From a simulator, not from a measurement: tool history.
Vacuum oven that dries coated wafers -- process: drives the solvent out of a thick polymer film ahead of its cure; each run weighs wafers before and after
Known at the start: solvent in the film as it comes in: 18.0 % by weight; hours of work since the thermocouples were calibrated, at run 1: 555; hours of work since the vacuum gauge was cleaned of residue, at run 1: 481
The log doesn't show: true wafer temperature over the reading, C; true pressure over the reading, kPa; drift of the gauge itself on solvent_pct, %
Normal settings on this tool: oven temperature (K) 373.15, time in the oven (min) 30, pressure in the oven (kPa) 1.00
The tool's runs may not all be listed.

| run | hour | oven temperature (K) | time in the oven (min) | pressure in the oven (kPa) | hours of work since the thermocouples were calibrated | hours of work since the vacuum gauge was cleaned of residue | solvent left in the film (%) |
|---|---|---|---|---|---|---|---|
| 1 | 0.0 | 373.15 | 30 | 1.00 | 555 | 481 | 1.93 |
| 2 | 20.9 | 373.15 | 30 | 1.00 | 571 | 497 | 1.88 |
| 3 | 40.3 | 373.15 | 30 | 1.00 | 586 | 512 | 1.97 |
| 4 | 58.9 | 373.15 | 30 | 1.00 | 600 | 526 | 1.98 |
| 5 | 81.2 | 373.15 | 30 | 1.00 | 618 | 543 | 1.92 |
| 6 | 102.8 | 373.15 | 30 | 1.00 | 635 | 560 | 1.94 |
| 7 | 126.2 | 373.15 | 30 | 1.00 | 653 | 578 | 1.95 |
| 8 | 144.7 | 373.15 | 30 | 1.00 | 667 | 593 | 1.93 |
| 9 | 167.0 | 373.15 | 22 | 2.07 | 684 | 610 | 3.89 |
| 10 | 183.0 | 371.15 | 36 | 2.07 | 697 | 622 | 3.36 |
| 11 | 195.0 | 373.15 | 53 | 1.28 | 706 | 632 | 1.77 |
| 12 | 208.8 | 373.15 | 53 | 1.28 | 717 | 642 | 1.80 |
| 13 | 219.0 | 373.15 | 24 | 1.00 | 725 | 650 | 2.43 |
| 14 | 232.2 | 373.15 | 24 | 1.00 | 735 | 661 | 2.51 |
| 15 | 242.2 | 373.15 | 30 | 1.14 | 743 | 668 | 2.09 |
| 16 | 262.6 | 374.15 | 23 | 1.26 | 758 | 684 | 2.63 |

Below are 3 alternative next runs, each starting from the tool's condition after run 16. Predict each:
| A | 278.7 | 386.15 | 35 | 1.42 | 771 | 697 | ? |
| B | 278.7 | 384.15 | 23 | 1.26 | 771 | 697 | ? |
| C | 278.7 | 369.15 | 49 | 1.00 | 771 | 697 | ? |

| run | solvent left in the film (%) |
|---|---|
| A | 1.25 |
| B | 1.25 |
| C | 1.87 |
Had the tool no hidden state, the same runs would have come out as:
| run | solvent left in the film (%) |
|---|---|
| A | 1.17 |
| B | 1.21 |
| C | 1.80 |
